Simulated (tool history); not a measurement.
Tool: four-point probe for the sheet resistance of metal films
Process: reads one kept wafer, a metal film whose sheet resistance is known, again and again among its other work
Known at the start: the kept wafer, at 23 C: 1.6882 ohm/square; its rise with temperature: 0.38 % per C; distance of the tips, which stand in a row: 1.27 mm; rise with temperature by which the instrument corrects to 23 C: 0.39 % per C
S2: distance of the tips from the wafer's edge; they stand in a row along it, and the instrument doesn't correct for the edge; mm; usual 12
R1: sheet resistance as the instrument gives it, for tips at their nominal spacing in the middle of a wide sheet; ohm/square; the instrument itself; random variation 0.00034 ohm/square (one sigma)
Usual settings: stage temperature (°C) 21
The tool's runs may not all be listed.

run 1 hour=0.0 | stage_temperature_(°C)=21 S2=12 | R1=1.697172
run 2 hour=14.3 | stage_temperature_(°C)=34 S2=12 | R1=1.694498
run 3 hour=33.5 | stage_temperature_(°C)=34 S2=12 | R1=1.694122
run 4 hour=55.0 | stage_temperature_(°C)=34 S2=12 | R1=1.695480
run 5 hour=78.4 | stage_temperature_(°C)=34 S2=12 | R1=1.694469
run 6 hour=102.0 | stage_temperature_(°C)=34 S2=21 | R1=1.688218
run 7 hour=120.0 | stage_temperature_(°C)=21 S2=7 | R1=1.717012
run 8 hour=142.7 | stage_temperature_(°C)=34 S2=12 | R1=1.694485
run 9 hour=162.3 | stage_temperature_(°C)=34 S2=12 | R1=1.694786
run 10 hour=174.1 | stage_temperature_(°C)=21 S2=12 | R1=1.697097
run 11 hour=186.3 | stage_temperature_(°C)=21 S2=12 | R1=1.696963
run 12 hour=197.5 | stage_temperature_(°C)=21 S2=12 | R1=1.697959
run 13 hour=219.3 | stage_temperature_(°C)=30 S2=12 | R1=1.695466
run 14 hour=243.1 | stage_temperature_(°C)=21 S2=12 | R1=1.697675
run 15 hour=266.9 | stage_temperature_(°C)=21 S2=12 | R1=1.697342
run 16 hour=277.5 | stage_temperature_(°C)=21 S2=12 | R1=1.697417
run 17 hour=295.8 | stage_temperature_(°C)=21 S2=12 | R1=1.697525
run 18 hour=315.2 | stage_temperature_(°C)=21 S2=12 | R1=1.697285
run 19 hour=327.3 | stage_temperature_(°C)=21 S2=12 | R1=1.698101
run 20 hour=343.4 | stage_temperature_(°C)=21 S2=12 | R1=1.697553
run 21 hour=366.4 | stage_temperature_(°C)=21 S2=12 | R1=1.698657
run 22 hour=389.0 | stage_temperature_(°C)=21 S2=12 | R1=1.697933
run 23 hour=409.3 | stage_temperature_(°C)=21 S2=12 | R1=1.698141
run 24 hour=424.4 | stage_temperature_(°C)=23 S2=30 | R1=1.689035
run 25 hour=445.9 | stage_temperature_(°C)=18 S2=5 | R1=1.744959
-- hour=448.2 stage's thermometer calibrated
run 26 hour=458.2 | stage_temperature_(°C)=18 S2=5 | R1=1.744668
run 27 hour=469.0 | stage_temperature_(°C)=23 S2=9 | R1=1.705327
run 28 hour=483.3 | stage_temperature_(°C)=21 S2=6 | R1=1.728236
run 29 hour=500.6 | stage_temperature_(°C)=21 S2=6 | R1=1.728214
-- hour=512.5 stage's thermometer calibrated, once more
run 30 hour=512.7 | stage_temperature_(°C)=29 S2=4 | R1=1.772940
run 31 hour=525.5 | stage_temperature_(°C)=27 S2=12 | R1=1.696761
run 32 hour=548.0 | stage_temperature_(°C)=29 S2=13 | R1=1.694763
run 33 hour=572.7 | stage_temperature_(°C)=21 S2=50 | R1=1.688865
run 34 hour=588.6 | stage_temperature_(°C)=35 S2=18 | R1=1.690239
run 35 hour=600.3 | stage_temperature_(°C)=19 S2=29 | R1=1.690317
run 36 hour=616.3 | stage_temperature_(°C)=19 S2=29 | R1=1.689877
run 37 hour=634.1 | stage_temperature_(°C)=19 S2=29 | R1=1.690346
run 38 hour=652.1 | stage_temperature_(°C)=19 S2=12 | R1=1.699311
run 39 hour=673.6 | stage_temperature_(°C)=27 S2=9 | R1=1.705120
run 40 hour=688.2 | stage_temperature_(°C)=32 S2=5 | R1=1.743321
run 41 hour=703.8 | stage_temperature_(°C)=28 S2=7 | R1=1.717114
run 42 hour=716.9 | stage_temperature_(°C)=34 S2=14 | R1=1.693794
run 43 hour=739.3 | stage_temperature_(°C)=22 S2=5 | R1=1.744975
run 44 hour=761.0 | stage_temperature_(°C)=27 S2=21 | R1=1.690648
run 45 hour=773.3 | stage_temperature_(°C)=27 S2=21 | R1=1.690971

4 ways to go on from here, each from the tool as it stands after run 45. What would each give?
run A hour=795.7 | stage_temperature_(°C)=23 S2=5 | R1=?
run B hour=795.7 | stage_temperature_(°C)=22 S2=27 | R1=?
run C hour=795.7 | stage_temperature_(°C)=20 S2=25 | R1=?
run D hour=795.7 | stage_temperature_(°C)=24 S2=4 | R1=?

run=A R1=1.745274
run=B R1=1.690635
run=C R1=1.692242
run=D R1=1.775456
Without the tool's hidden state the same runs would have given:
run=A R1=1.744963
run=B R1=1.690331
run=C R1=1.691933
run=D R1=1.775140
